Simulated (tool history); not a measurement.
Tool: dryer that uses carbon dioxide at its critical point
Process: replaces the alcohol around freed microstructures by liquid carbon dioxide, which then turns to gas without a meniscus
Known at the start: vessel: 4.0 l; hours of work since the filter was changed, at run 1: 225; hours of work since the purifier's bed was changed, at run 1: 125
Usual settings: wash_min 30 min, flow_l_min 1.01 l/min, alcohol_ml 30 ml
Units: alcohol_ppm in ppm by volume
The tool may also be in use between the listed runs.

| run | hour | wash_min | flow_l_min | alcohol_ml | hours of work since the filter was changed | hours of work since the purifier's bed was changed | alcohol_ppm |
|---|---|---|---|---|---|---|---|
| 1 | 0 | 30 | 1.01 | 30 | 225 | 125 | 45 |
| 2 | 9.5 | 23 | 1.01 | 30 | 229 | 129 | 101 |
| 3 | 23.7 | 23 | 1.01 | 30 | 236 | 136 | 99 |
| 4 | 36.1 | 24 | 1.01 | 30 | 242 | 142 | 92 |
| 5 | 42.5 | 24 | 1.01 | 81 | 245 | 145 | 175 |
| 6 | 50.5 | 30 | 1.01 | 30 | 248 | 148 | 58 |
| 7 | 64.6 | 30 | 1.01 | 30 | 255 | 155 | 67 |
| 8 | 74.9 | 30 | 1.01 | 30 | 260 | 160 | 47 |
| 9 | 86.3 | 30 | 1.01 | 90 | 265 | 165 | 84 |
| 10 | 96.3 | 30 | 1.01 | 30 | 270 | 170 | 64 |
| 11 | 102 | 29 | 1.04 | 30 | 273 | 173 | 69 |
| 12 | 115.5 | 18 | 1.01 | 30 | 279 | 179 | 237 |
| 13 | 127.7 | 18 | 0.86 | 46 | 285 | 185 | 537 |
| 14 | 140.6 | 18 | 1.65 | 61 | 291 | 191 | 87 |
| 15 | 150 | 19 | 1.01 | 22 | 295 | 195 | 154 |
| 16 | 163.9 | 19 | 1.1 | 63 | 302 | 202 | 267 |
| 17 | 175.4 | 36 | 1.49 | 69 | 307 | 207 | 58 |
| 18 | 187.9 | 39 | 1.01 | 30 | 313 | 213 | 67 |
| 19 | 194 | 39 | 1.18 | 41 | 316 | 216 | 69 |

4 ways to go on from here, each from the tool as it stands after run 19. What would each give?
| A | 202.6 | 34 | 1.01 | 41 | 320 | 220 | ? |
| B | 202.6 | 19 | 1.44 | 30 | 320 | 220 | ? |
| C | 202.6 | 39 | 1.18 | 41 | 320 | 220 | ? |
| D | 202.6 | 41 | 1.07 | 31 | 320 | 220 | ? |

| run | alcohol_ppm |
|---|---|
| A | 75 |
| B | 90 |
| C | 64 |
| D | 71 |
Without the tool's hidden state the same runs would have given:
| run | alcohol_ppm |
|---|---|
| A | 12 |
| B | 20 |
| C | 4 |
| D | 10 |

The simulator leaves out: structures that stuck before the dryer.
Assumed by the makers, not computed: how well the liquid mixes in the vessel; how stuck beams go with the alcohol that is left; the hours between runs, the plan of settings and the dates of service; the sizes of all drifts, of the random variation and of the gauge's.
